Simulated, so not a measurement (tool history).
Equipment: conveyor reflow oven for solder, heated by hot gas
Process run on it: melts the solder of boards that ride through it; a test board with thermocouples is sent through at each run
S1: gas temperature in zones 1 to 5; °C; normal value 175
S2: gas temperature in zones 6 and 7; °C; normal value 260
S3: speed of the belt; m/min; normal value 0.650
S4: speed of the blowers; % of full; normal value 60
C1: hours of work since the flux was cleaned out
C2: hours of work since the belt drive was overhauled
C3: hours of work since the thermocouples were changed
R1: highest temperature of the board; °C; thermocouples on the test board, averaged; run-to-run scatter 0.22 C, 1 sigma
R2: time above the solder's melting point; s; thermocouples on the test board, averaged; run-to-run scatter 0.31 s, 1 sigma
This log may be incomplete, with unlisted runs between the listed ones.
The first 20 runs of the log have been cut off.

Run 21, hour 374.6: usual settings but S1 179 °C, S2 270 °C, S3 0.601 m/min, S4 83 % of full; C1 66; C2 367; C3 612. Result: R1 260.7 °C, R2 59.5 s.
At hour 380.3: belt drive overhauled, speed set with a stopwatch.
Run 22, hour 397.8: usual settings but S2 263 °C, S4 53 % of full; C1 77; C2 10; C3 623. Result: R1 243.3 °C, R2 41.0 s.
Run 23, hour 408.5: usual settings but S1 169 °C, S2 253 °C, S3 0.640 m/min; C1 83; C2 16; C3 629. Result: R1 236.3 °C, R2 35.5 s.
Run 24, hour 422.7: usual settings but S2 270 °C, S3 0.641 m/min; C1 91; C2 24; C3 637. Result: R1 252.4 °C, R2 49.1 s.
Run 25, hour 437.9: usual settings but S2 270 °C, S3 0.641 m/min; C1 99; C2 32; C3 645. Result: R1 252.1 °C, R2 49.5 s.
Run 26, hour 459.8: usual settings but S2 258 °C, S4 83 % of full; C1 111; C2 44; C3 657. Result: R1 247.3 °C, R2 47.1 s.
At hour 467.8: belt drive overhauled, speed set with a stopwatch, once more.
Run 27, hour 481.9: usual settings but S3 0.591 m/min, S4 58 % of full; C1 121; C2 8; C3 668. Result: R1 245.4 °C, R2 48.0 s.
Run 28, hour 497.0: usual settings but S1 187 °C, S2 250 °C, S3 0.574 m/min, S4 74 % of full; C1 130; C2 16; C3 676. Result: R1 242.7 °C, R2 54.4 s.
Run 29, hour 510.1: usual settings but S4 64 % of full; C1 137; C2 24; C3 683. Result: R1 243.8 °C, R2 42.1 s.
Run 30, hour 532.2: usual settings but S4 67 % of full; C1 149; C2 36; C3 695. Result: R1 245.0 °C, R2 42.2 s.

Forecast each of these 4 alternatives for the next run:
Run A, hour 542.9: usual settings but S1 168 °C, S2 252 °C, S3 0.559 m/min, S4 67 % of full; C1 155; C2 42; C3 701. Result: R1 ?, R2 ?.
Run B, hour 542.9: usual settings but S1 179 °C, S3 0.625 m/min, S4 76 % of full; C1 155; C2 42; C3 701. Result: R1 ?, R2 ?.
Run C, hour 542.9: usual settings but S1 178 °C, S2 263 °C, S4 64 % of full; C1 155; C2 42; C3 701. Result: R1 ?, R2 ?.
Run D, hour 542.9: usual settings but S1 184 °C, S3 0.684 m/min, S4 71 % of full; C1 155; C2 42; C3 701. Result: R1 ?, R2 ?.

run     R1    R2
  A  240.8  46.0
  B  248.6  50.4
  C  247.4  45.1
  D  246.5  44.1
Had the tool no hidden state, the same runs would have come out as:
run     R1    R2
  A  240.3  45.9
  B  248.1  50.5
  C  247.1  45.1
  D  246.1  44.2

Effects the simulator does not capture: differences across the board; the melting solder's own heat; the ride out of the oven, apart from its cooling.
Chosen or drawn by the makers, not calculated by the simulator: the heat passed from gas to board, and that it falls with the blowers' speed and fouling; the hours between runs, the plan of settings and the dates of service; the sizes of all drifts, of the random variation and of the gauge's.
